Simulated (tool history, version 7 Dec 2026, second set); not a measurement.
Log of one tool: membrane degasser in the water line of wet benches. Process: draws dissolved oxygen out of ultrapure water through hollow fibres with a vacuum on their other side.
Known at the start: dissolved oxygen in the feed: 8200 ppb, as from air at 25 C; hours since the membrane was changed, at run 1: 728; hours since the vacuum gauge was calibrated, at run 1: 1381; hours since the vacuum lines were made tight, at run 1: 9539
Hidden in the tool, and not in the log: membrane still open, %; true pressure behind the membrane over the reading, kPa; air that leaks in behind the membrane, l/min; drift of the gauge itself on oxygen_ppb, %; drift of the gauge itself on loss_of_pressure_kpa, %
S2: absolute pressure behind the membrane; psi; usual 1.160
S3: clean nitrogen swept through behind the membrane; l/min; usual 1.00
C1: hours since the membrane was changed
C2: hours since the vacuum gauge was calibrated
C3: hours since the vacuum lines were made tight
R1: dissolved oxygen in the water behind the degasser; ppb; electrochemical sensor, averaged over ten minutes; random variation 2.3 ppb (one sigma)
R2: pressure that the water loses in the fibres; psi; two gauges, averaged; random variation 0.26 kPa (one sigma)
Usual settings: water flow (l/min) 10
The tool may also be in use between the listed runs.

Run 1, hour 0.0: usual settings; C1 728; C2 1381; C3 9539. Result: R1 233.7 ppb, R2 10.119 psi.
Run 2, hour 194.4: usual settings; C1 922; C2 1575; C3 9733. Result: R1 241.0 ppb, R2 10.166 psi.
Run 3, hour 393.3: usual settings but S3 2.05 l/min; C1 1121; C2 1774; C3 9932. Result: R1 182.8 ppb, R2 10.115 psi.
Run 4, hour 611.7: usual settings but S3 2.05 l/min; C1 1340; C2 1992; C3 10150. Result: R1 180.4 ppb, R2 10.167 psi.
Run 5, hour 736.8: usual settings but S3 2.05 l/min; C1 1465; C2 2117; C3 10275. Result: R1 180.3 ppb, R2 10.113 psi.
Run 6, hour 942.1: usual settings; C1 1670; C2 2323; C3 10481. Result: R1 242.4 ppb, R2 10.270 psi.
Run 7, hour 1154.7: usual settings; C1 1883; C2 2535; C3 10693. Result: R1 241.3 ppb, R2 10.174 psi.
Run 8, hour 1311.7: usual settings; C1 2040; C2 2692; C3 10850. Result: R1 242.5 ppb, R2 10.189 psi.
Run 9, hour 1509.6: usual settings; C1 2238; C2 2890; C3 11048. Result: R1 243.5 ppb, R2 10.174 psi.
Run 10, hour 1646.9: usual settings; C1 2375; C2 3028; C3 11186. Result: R1 245.6 ppb, R2 10.198 psi.
Run 11, hour 1854.2: usual settings; C1 2582; C2 3235; C3 11393. Result: R1 243.4 ppb, R2 10.251 psi.
Run 12, hour 1972.4: usual settings; C1 2700; C2 3353; C3 11511. Result: R1 243.7 ppb, R2 10.238 psi.
Run 13, hour 2199.0: usual settings but water flow (l/min) 8; C1 2927; C2 3580; C3 11738. Result: R1 183.0 ppb, R2 8.187 psi.
Run 14, hour 2357.4: usual settings; C1 3085; C2 3738; C3 11896. Result: R1 245.9 ppb, R2 10.195 psi.
Run 15, hour 2493.8: usual settings; C1 3222; C2 3874; C3 12032. Result: R1 246.5 ppb, R2 10.276 psi.
Run 16, hour 2723.1: usual settings; C1 3451; C2 4104; C3 12262. Result: R1 246.3 ppb, R2 10.285 psi.
At hour 2813.7: seals of the vacuum lines changed.
Run 17, hour 2964.9: usual settings but S3 1.63 l/min; C1 3691; C2 4343; C3 151. Result: R1 202.8 ppb, R2 10.232 psi.
Run 18, hour 3180.2: usual settings but water flow (l/min) 8, S3 1.63 l/min; C1 3906; C2 4559; C3 367. Result: R1 144.8 ppb, R2 8.215 psi.
Run 19, hour 3419.1: usual settings but S2 1.141 psi; C1 4145; C2 4798; C3 605. Result: R1 244.1 ppb, R2 10.319 psi.
Run 20, hour 3663.3: usual settings but S2 1.141 psi; C1 4389; C2 5042; C3 850. Result: R1 243.4 ppb, R2 10.375 psi.
Run 21, hour 3785.6: usual settings but S2 1.854 psi, S3 2.52 l/min; C1 4512; C2 5164; C3 972. Result: R1 223.6 ppb, R2 10.373 psi.
Run 22, hour 3977.4: usual settings but S2 1.124 psi; C1 4703; C2 5356; C3 1164. Result: R1 242.6 ppb, R2 10.357 psi.
At hour 3990.2: vacuum gauge calibrated.
Run 23, hour 4185.9: usual settings but water flow (l/min) 9, S3 0.52 l/min; C1 4911; C2 196; C3 1372. Result: R1 305.4 ppb, R2 9.274 psi.
Run 24, hour 4347.7: usual settings but water flow (l/min) 8, S2 2.328 psi, S3 1.38 l/min; C1 5073; C2 357; C3 1533. Result: R1 269.4 ppb, R2 8.225 psi.
Run 25, hour 4511.2: usual settings but water flow (l/min) 9, S2 2.788 psi, S3 0.80 l/min; C1 5237; C2 521; C3 1697. Result: R1 516.8 ppb, R2 9.361 psi.
Run 26, hour 4718.3: usual settings but water flow (l/min) 9, S2 2.788 psi, S3 0.80 l/min; C1 5444; C2 728; C3 1904. Result: R1 524.6 ppb, R2 9.293 psi.
Run 27, hour 4944.6: usual settings but water flow (l/min) 9, S2 2.788 psi, S3 0.52 l/min; C1 5670; C2 954; C3 2130. Result: R1 706.8 ppb, R2 9.332 psi.
Run 28, hour 5145.7: usual settings but water flow (l/min) 9, S2 2.788 psi, S3 0.52 l/min; C1 5871; C2 1155; C3 2332. Result: R1 707.9 ppb, R2 9.346 psi.

The next listed run, before its measurement:
Run 29, hour 5321.2: usual settings but water flow (l/min) 9, S2 2.788 psi, S3 0.52 l/min; C1 6047; C2 1331; C3 2507. Result: R1 ?, R2 ?.

R1: 704.4 ppb
R2: 9.323 psi
Without the tool's hidden state the same run would have given R1 672.9 ppb, R2 9.043 psi.
